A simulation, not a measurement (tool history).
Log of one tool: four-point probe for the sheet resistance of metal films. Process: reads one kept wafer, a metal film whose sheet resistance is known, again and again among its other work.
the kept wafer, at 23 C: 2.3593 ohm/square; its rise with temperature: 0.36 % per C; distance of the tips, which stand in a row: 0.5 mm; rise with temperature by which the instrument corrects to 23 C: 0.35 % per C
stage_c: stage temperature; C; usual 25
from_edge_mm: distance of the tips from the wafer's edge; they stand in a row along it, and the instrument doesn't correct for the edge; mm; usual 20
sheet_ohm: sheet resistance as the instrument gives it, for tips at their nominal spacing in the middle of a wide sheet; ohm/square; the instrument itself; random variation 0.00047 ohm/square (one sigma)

run 1 hour=0.0 | stage_c=25 from_edge_mm=20 | sheet_ohm=2.363523
run 2 hour=62.1 | stage_c=25 from_edge_mm=20 | sheet_ohm=2.364258
run 3 hour=112.4 | stage_c=25 from_edge_mm=20 | sheet_ohm=2.363353
run 4 hour=174.4 | stage_c=25 from_edge_mm=20 | sheet_ohm=2.364758
-- hour=215.0 stage's thermometer calibrated
run 5 hour=215.0 | stage_c=25 from_edge_mm=9 | sheet_ohm=2.363052
run 6 hour=264.2 | stage_c=25 from_edge_mm=9 | sheet_ohm=2.363290
run 7 hour=316.7 | stage_c=25 from_edge_mm=9 | sheet_ohm=2.362816
run 8 hour=391.9 | stage_c=25 from_edge_mm=9 | sheet_ohm=2.363595
run 9 hour=443.7 | stage_c=25 from_edge_mm=9 | sheet_ohm=2.363645
run 10 hour=517.9 | stage_c=25 from_edge_mm=55 | sheet_ohm=2.359884
run 11 hour=554.4 | stage_c=25 from_edge_mm=68 | sheet_ohm=2.360553
run 12 hour=594.0 | stage_c=25 from_edge_mm=68 | sheet_ohm=2.360240
run 13 hour=670.9 | stage_c=25 from_edge_mm=44 | sheet_ohm=2.360642
run 14 hour=713.2 | stage_c=25 from_edge_mm=44 | sheet_ohm=2.360494
run 15 hour=789.9 | stage_c=25 from_edge_mm=44 | sheet_ohm=2.360300
run 16 hour=839.6 | stage_c=25 from_edge_mm=44 | sheet_ohm=2.361020
run 17 hour=889.1 | stage_c=26 from_edge_mm=20 | sheet_ohm=2.361804
run 18 hour=954.8 | stage_c=26 from_edge_mm=20 | sheet_ohm=2.361766
run 19 hour=1038.2 | stage_c=26 from_edge_mm=20 | sheet_ohm=2.362393
run 20 hour=1106.2 | stage_c=18 from_edge_mm=13 | sheet_ohm=2.361417
run 21 hour=1149.6 | stage_c=35 from_edge_mm=3 | sheet_ohm=2.398300
run 22 hour=1232.9 | stage_c=35 from_edge_mm=3 | sheet_ohm=2.398754
run 23 hour=1270.6 | stage_c=35 from_edge_mm=3 | sheet_ohm=2.398549
run 24 hour=1307.0 | stage_c=32 from_edge_mm=46 | sheet_ohm=2.363262
run 25 hour=1366.3 | stage_c=32 from_edge_mm=46 | sheet_ohm=2.363138
run 26 hour=1430.3 | stage_c=32 from_edge_mm=15 | sheet_ohm=2.364164
run 27 hour=1475.1 | stage_c=20 from_edge_mm=17 | sheet_ohm=2.362232
run 28 hour=1544.0 | stage_c=20 from_edge_mm=17 | sheet_ohm=2.362771
run 29 hour=1613.6 | stage_c=34 from_edge_mm=8 | sheet_ohm=2.369332
run 30 hour=1659.6 | stage_c=20 from_edge_mm=9 | sheet_ohm=2.365879
run 31 hour=1740.7 | stage_c=20 from_edge_mm=9 | sheet_ohm=2.366301
run 32 hour=1777.9 | stage_c=20 from_edge_mm=9 | sheet_ohm=2.364960
run 33 hour=1818.5 | stage_c=20 from_edge_mm=9 | sheet_ohm=2.365918
run 34 hour=1855.6 | stage_c=25 from_edge_mm=18 | sheet_ohm=2.364568
run 35 hour=1911.4 | stage_c=25 from_edge_mm=18 | sheet_ohm=2.364968
run 36 hour=1951.1 | stage_c=20 from_edge_mm=12 | sheet_ohm=2.365290
run 37 hour=2034.4 | stage_c=34 from_edge_mm=69 | sheet_ohm=2.364973

Some steps in sheet_ohm between neighbouring runs. How much of each would the tool show without its hidden state too (settings, what came in, random variation), and how much is left for the hidden state, with any gauge scatter that isn't in both results?
The hidden state here: inner tips' distance over the nominal, %; tips' flats over new ones', %; wafer's true temperature over the reading, C; drift of the gauge itself on sheet_ohm, %.
Run 4 -> 5: from_edge_mm 20 -> 9, stage's thermometer calibrated. sheet_ohm -0.001706 ohm/square: hidden state -0.003872, all else +0.002166.
Run 20 -> 21: stage_c 18 -> 35, from_edge_mm 13 -> 3. sheet_ohm +0.036883 ohm/square: hidden state +0.000131, all else +0.036752.
Run 21 -> 22: no setting changed, nothing entered. sheet_ohm +0.000454 ohm/square: hidden state +0.000208, all else +0.000246.
Run 23 -> 24: stage_c 35 -> 32, from_edge_mm 3 -> 46. sheet_ohm -0.035287 ohm/square: hidden state +0.000056, all else -0.035343.
Run 28 -> 29: stage_c 20 -> 34, from_edge_mm 17 -> 8. sheet_ohm +0.006561 ohm/square: hidden state +0.000170, all else +0.006391.
Run 30 -> 31: no setting changed, nothing entered. sheet_ohm +0.000422 ohm/square: hidden state +0.000205, all else +0.000217.
